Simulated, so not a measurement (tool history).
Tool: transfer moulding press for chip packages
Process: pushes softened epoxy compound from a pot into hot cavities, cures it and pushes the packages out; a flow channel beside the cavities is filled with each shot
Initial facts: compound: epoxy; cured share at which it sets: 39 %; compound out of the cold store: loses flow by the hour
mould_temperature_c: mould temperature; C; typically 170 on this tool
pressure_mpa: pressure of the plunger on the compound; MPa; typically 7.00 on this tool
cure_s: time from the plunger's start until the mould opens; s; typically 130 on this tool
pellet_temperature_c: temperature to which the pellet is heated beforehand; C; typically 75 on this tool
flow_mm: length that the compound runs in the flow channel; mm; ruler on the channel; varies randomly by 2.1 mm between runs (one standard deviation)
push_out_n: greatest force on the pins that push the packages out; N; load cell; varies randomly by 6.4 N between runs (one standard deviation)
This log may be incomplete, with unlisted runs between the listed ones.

run	hour	mould_temperature_c	pressure_mpa	cure_s	pellet_temperature_c	incoming compound's hours out of the cold store	flow_mm	push_out_n
1	0.0	170	7.00	130	75	37.8	599	382
# hour 51.5: cavities cleaned with cleaning compound and waxed
2	83.4	170	7.00	130	75	20.4	650	402
# hour 133.6: cavities cleaned with cleaning compound and waxed
3	168.7	169	7.00	130	75	28.2	620	420
# hour 219.0: cavities cleaned with cleaning compound and waxed
# hour 227.4: mould's thermocouples calibrated
4	227.4	169	7.00	130	75	38.5	587	307
# hour 307.1: cavities cleaned with cleaning compound and waxed
5	332.2	169	7.00	130	75	31.4	604	393
# hour 391.2: cavities cleaned with cleaning compound and waxed
# hour 418.8: plunger's sealing rings changed
6	424.7	170	7.00	130	69	37.2	600	390
# hour 476.2: mould's thermocouples calibrated, once more
# hour 477.7: cavities cleaned with cleaning compound and waxed
7	498.1	170	7.00	130	69	41.3	579	356
# hour 561.7: cavities cleaned with cleaning compound and waxed
8	589.7	170	7.00	130	75	32.1	607	346
# hour 644.8: cavities cleaned with cleaning compound and waxed
9	675.5	170	7.00	130	75	16.0	658	373
10	718.1	170	7.00	110	75	23.4	624	559
# hour 728.3: cavities cleaned with cleaning compound and waxed
11	789.3	170	7.00	110	75	17.7	646	560
# hour 809.8: cavities cleaned with cleaning compound and waxed
# hour 861.7: plunger's sealing rings changed
# hour 894.6: cavities cleaned with cleaning compound and waxed
12	894.6	170	7.00	123	75	33.1	609	277
13	948.3	170	7.00	130	77	23.8	636	437
# hour 976.4: cavities cleaned with cleaning compound and waxed
14	1022.0	175	7.00	130	75	18.6	637	378
# hour 1057.4: cavities cleaned with cleaning compound and waxed
15	1087.9	170	7.00	130	79	29.8	612	361
# hour 1137.8: cavities cleaned with cleaning compound and waxed
16	1144.4	170	7.00	130	79	23.3	631	304
17	1194.9	170	7.00	130	79	38.9	576	439
# hour 1217.5: cavities cleaned with cleaning compound and waxed
18	1290.3	175	6.62	130	83	27.3	575	416
# hour 1299.4: plunger's sealing rings changed
# hour 1300.9: cavities cleaned with cleaning compound and waxed
# hour 1384.5: cavities cleaned with cleaning compound and waxed
19	1391.7	170	5.78	154	74	24.0	580	270
# hour 1466.0: cavities cleaned with cleaning compound and waxed
20	1491.8	170	7.34	130	75	16.1	675	385
21	1542.9	174	8.11	133	67	40.7	610	422
# hour 1552.2: cavities cleaned with cleaning compound and waxed
22	1599.3	174	8.11	133	67	33.3	629	391
# hour 1631.9: cavities cleaned with cleaning compound and waxed
23	1686.3	176	5.37	112	78	32.5	506	404
# hour 1712.6: cavities cleaned with cleaning compound and waxed
# hour 1738.5: plunger's sealing rings changed
# hour 1794.4: cavities cleaned with cleaning compound and waxed
24	1794.4	176	5.37	112	78	38.5	503	258
# hour 1878.2: cavities cleaned with cleaning compound and waxed
25	1896.6	176	5.47	112	78	33.5	518	328

Forecast each of these 3 alternatives for the next run:
# hour 1965.3: cavities cleaned with cleaning compound and waxed
A	1989.6	170	7.00	126	75	37.7	?	?
# hour 1965.3: cavities cleaned with cleaning compound and waxed
B	1989.6	169	5.47	160	69	47.6	?	?
# hour 1965.3: cavities cleaned with cleaning compound and waxed
C	1989.6	176	5.47	122	78	38.7	?	?

run	flow_mm	push_out_n
A	584	362
B	492	324
C	500	336
With no hidden state in the tool, these same runs would have given:
run	flow_mm	push_out_n
A	592	253
B	500	233
C	508	240
